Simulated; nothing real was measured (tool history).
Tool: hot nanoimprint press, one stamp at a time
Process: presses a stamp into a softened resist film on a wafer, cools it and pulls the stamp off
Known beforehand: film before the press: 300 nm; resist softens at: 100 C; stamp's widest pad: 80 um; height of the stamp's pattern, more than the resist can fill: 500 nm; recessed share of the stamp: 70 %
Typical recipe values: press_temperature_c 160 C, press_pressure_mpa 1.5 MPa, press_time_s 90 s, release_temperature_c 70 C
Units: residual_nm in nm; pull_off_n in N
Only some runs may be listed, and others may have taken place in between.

Run 1, hour 0.0: usual settings. Result: residual_nm 178.4 nm, pull_off_n 181 N.
Run 2, hour 54.7: usual settings. Result: residual_nm 176.3 nm, pull_off_n 205 N.
Run 3, hour 95.3: usual settings. Result: residual_nm 174.7 nm, pull_off_n 202 N.
At hour 111.4: stamp cleaned and given a new release coat.
Run 4, hour 132.5: usual settings but press_time_s 72 s. Result: residual_nm 189.9 nm, pull_off_n 181 N.
Run 5, hour 173.0: usual settings but press_time_s 72 s. Result: residual_nm 187.7 nm, pull_off_n 187 N.
Run 6, hour 199.9: usual settings but release_temperature_c 56 C. Result: residual_nm 176.1 nm, pull_off_n 258 N.
Run 7, hour 258.1: usual settings. Result: residual_nm 175.1 nm, pull_off_n 199 N.
At hour 291.0: stamp cleaned and given a new release coat.
Run 8, hour 291.0: usual settings but press_temperature_c 169 C. Result: residual_nm 133.7 nm, pull_off_n 171 N.
Run 9, hour 349.6: usual settings but press_temperature_c 169 C. Result: residual_nm 134.1 nm, pull_off_n 178 N.
Run 10, hour 395.7: usual settings. Result: residual_nm 173.9 nm, pull_off_n 195 N.
Run 11, hour 425.3: usual settings. Result: residual_nm 172.8 nm, pull_off_n 194 N.
At hour 472.6: stamp cleaned and given a new release coat.
Run 12, hour 474.1: usual settings. Result: residual_nm 173.7 nm, pull_off_n 164 N.
Run 13, hour 531.2: usual settings. Result: residual_nm 174.2 nm, pull_off_n 168 N.
Run 14, hour 571.3: usual settings. Result: residual_nm 174.3 nm, pull_off_n 189 N.
Run 15, hour 621.3: usual settings but press_temperature_c 172 C, press_time_s 72 s. Result: residual_nm 132.3 nm, pull_off_n 198 N.
At hour 651.3: stamp cleaned and given a new release coat.
Run 16, hour 662.2: usual settings but press_temperature_c 172 C, press_time_s 72 s. Result: residual_nm 132.0 nm, pull_off_n 172 N.
At hour 668.9: plate thermocouple calibrated.
Run 17, hour 707.6: usual settings but press_time_s 94 s. Result: residual_nm 167.1 nm, pull_off_n 175 N.
Run 18, hour 734.1: usual settings but press_time_s 94 s. Result: residual_nm 165.8 nm, pull_off_n 179 N.

What does the tool deliver on the next run?
Run 19, hour 762.2: usual settings but press_temperature_c 170 C, release_temperature_c 76 C. Result: residual_nm ?, pull_off_n ?.

For run 19 the tool returned residual_nm 126.9 nm, pull_off_n 154 N.
Minus the tool's unlogged condition, the same run would have read residual_nm 133.8 nm, pull_off_n 148 N.
